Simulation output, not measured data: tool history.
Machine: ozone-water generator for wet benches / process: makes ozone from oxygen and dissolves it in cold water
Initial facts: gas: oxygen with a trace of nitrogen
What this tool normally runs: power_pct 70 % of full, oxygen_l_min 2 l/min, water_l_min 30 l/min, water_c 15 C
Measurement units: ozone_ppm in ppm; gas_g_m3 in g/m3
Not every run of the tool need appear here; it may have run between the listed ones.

run	hour	power_pct	oxygen_l_min	water_l_min	water_c	ozone_ppm	gas_g_m3
1	0	70	2	30	15	9	193.3
2	131.5	70	2	30	15	9.1	191.9
# hour 205: contactor cleaned
3	271.1	70	2	30	15	8.9	191.4
4	371.3	70	1.08	30	15	7.1	262
5	575	70	1.07	30	15	6.9	262.4
# hour 647.8: water thermometer calibrated
6	757.6	70	1.07	30	15	7	265.1
7	899.8	70	1.07	30	15	7	264.2
8	1092.6	70	1.8	30	7	8.9	203.4
9	1260.5	70	1.8	30	7	8.8	205.4
10	1409.5	70	1.8	30	7	9	202.4
11	1617.8	70	2.47	30	16	9.5	175.2

Here are 3 independent what-if runs from the current tool condition. What would each one return?
A	1745.3	82	2	38	15	?	?
B	1745.3	70	2.47	35	12	?	?
C	1745.3	78	1.76	30	16	?	?

run	ozone_ppm	gas_g_m3
A	7.8	221.3
B	8.3	173.6
C	9.3	223.2
Take away the tool's hidden state, keep each run's random variation, and the runs would have read:
run	ozone_ppm	gas_g_m3
A	7.8	221.8
B	8.3	173.9
C	9.3	223.7
